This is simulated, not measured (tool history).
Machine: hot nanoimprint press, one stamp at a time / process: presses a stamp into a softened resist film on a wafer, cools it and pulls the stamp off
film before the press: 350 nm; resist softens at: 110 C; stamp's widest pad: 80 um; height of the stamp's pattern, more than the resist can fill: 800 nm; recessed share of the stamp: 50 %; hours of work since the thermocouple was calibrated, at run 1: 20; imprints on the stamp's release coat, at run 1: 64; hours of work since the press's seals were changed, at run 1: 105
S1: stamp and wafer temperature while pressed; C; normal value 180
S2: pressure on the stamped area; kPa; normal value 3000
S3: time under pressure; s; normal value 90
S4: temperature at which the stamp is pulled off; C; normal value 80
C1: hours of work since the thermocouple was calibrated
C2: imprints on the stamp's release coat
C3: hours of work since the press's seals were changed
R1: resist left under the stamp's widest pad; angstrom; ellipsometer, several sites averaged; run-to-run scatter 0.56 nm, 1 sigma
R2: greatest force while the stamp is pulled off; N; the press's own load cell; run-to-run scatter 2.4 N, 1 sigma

run    day   S1    S2   S3  S4  C1   C2   C3    R1   R2
  1  0.000  180  3000   90  80  20   64  105  1584  137
  2  0.296  180  3000   90  80  24   84  109  1587  147
  3  0.633  180  2670   90  80  28  108  113  1666  140
  4  1.025  180  2670   90  80  33  135  118  1664  143
  5  1.288  180  2670   90  80  37  154  121  1670  142
  6  1.746  180  2670   90  80  42  185  127  1654  139
  7  2.392  180  2670   90  80  50  230  135  1668  144
  8  2.942  180  2100   90  80  57  269  142  1829  142
  9  3.421  180  3060   90  80  63  302  148  1586  150
 10  3.712  180  3060   90  80  67  322  152  1582  146
     3.883  -- plate thermocouple calibrated
 11  4.317  180  3000  155  80   5  356  158  1270  153
 12  4.721  180  2850   61  80  11  384  163  1883  151

Run 13 comes next. What will it give?
 13  5.362  180  3000  148  80  19  429  171   ?   ?

Run 13 measured R1 1313 angstrom, R2 154 N.
On a tool with no hidden condition, and with the same random variation, this run would have come out at R1 1299 angstrom, R2 137 N.
